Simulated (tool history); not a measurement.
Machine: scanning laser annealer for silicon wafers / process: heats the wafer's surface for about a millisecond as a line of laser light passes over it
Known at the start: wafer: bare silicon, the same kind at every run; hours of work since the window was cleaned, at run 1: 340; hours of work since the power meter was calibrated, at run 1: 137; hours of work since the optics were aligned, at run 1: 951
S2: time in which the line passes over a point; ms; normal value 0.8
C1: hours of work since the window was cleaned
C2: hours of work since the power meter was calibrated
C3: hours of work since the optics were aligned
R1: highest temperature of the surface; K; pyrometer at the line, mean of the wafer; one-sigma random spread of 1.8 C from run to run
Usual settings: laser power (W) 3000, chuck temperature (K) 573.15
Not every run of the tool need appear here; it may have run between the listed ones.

run 1 day=0 | laser_power_(W)=3000 S2=0.8 chuck_temperature_(K)=573.15 | C1=340 C2=137 C3=951 | R1=1295.15
run 2 day=2.238 | laser_power_(W)=3000 S2=0.8 chuck_temperature_(K)=573.15 | C1=380 C2=176 C3=990 | R1=1291.15
run 3 day=4.883 | laser_power_(W)=3000 S2=0.8 chuck_temperature_(K)=573.15 | C1=427 C2=223 C3=1037 | R1=1286.15
run 4 day=6.175 | laser_power_(W)=3000 S2=0.8 chuck_temperature_(K)=573.15 | C1=450 C2=246 C3=1060 | R1=1287.15
run 5 day=7.762 | laser_power_(W)=3000 S2=0.8 chuck_temperature_(K)=547.15 | C1=478 C2=275 C3=1088 | R1=1259.15
-- day=8.612 window over the wafer cleaned
run 6 day=9.708 | laser_power_(W)=3000 S2=0.8 chuck_temperature_(K)=547.15 | C1=19 C2=308 C3=1121 | R1=1288.15
run 7 day=11.771 | laser_power_(W)=3000 S2=0.8 chuck_temperature_(K)=547.15 | C1=56 C2=344 C3=1158 | R1=1285.15
run 8 day=13.238 | laser_power_(W)=2557 S2=0.8 chuck_temperature_(K)=563.15 | C1=82 C2=370 C3=1184 | R1=1195.15
run 9 day=15.104 | laser_power_(W)=3000 S2=0.8 chuck_temperature_(K)=551.15 | C1=115 C2=403 C3=1217 | R1=1289.15
run 10 day=17.746 | laser_power_(W)=3145 S2=0.8 chuck_temperature_(K)=551.15 | C1=162 C2=450 C3=1264 | R1=1314.15
run 11 day=20.192 | laser_power_(W)=3145 S2=0.8 chuck_temperature_(K)=551.15 | C1=206 C2=494 C3=1308 | R1=1315.15
run 12 day=22.658 | laser_power_(W)=2829 S2=0.955 chuck_temperature_(K)=551.15 | C1=249 C2=537 C3=1351 | R1=1310.15
run 13 day=24.979 | laser_power_(W)=2829 S2=0.955 chuck_temperature_(K)=551.15 | C1=291 C2=579 C3=1393 | R1=1306.15
run 14 day=26.204 | laser_power_(W)=3017 S2=0.721 chuck_temperature_(K)=589.15 | C1=312 C2=600 C3=1414 | R1=1271.15

Here are 3 independent what-if runs from the current tool condition. What would each one return?
run A day=27.979 | laser_power_(W)=3063 S2=0.666 chuck_temperature_(K)=607.15 | C1=344 C2=632 C3=1446 | R1=?
run B day=27.979 | laser_power_(W)=3017 S2=0.721 chuck_temperature_(K)=558.15 | C1=344 C2=632 C3=1446 | R1=?
run C day=27.979 | laser_power_(W)=3017 S2=0.848 chuck_temperature_(K)=589.15 | C1=344 C2=632 C3=1446 | R1=?

run=A R1=1262.15
run=B R1=1236.15
run=C R1=1337.15
Without the tool's hidden state the same runs would have given:
run=A R1=1294.15
run=B R1=1269.15
run=C R1=1373.15
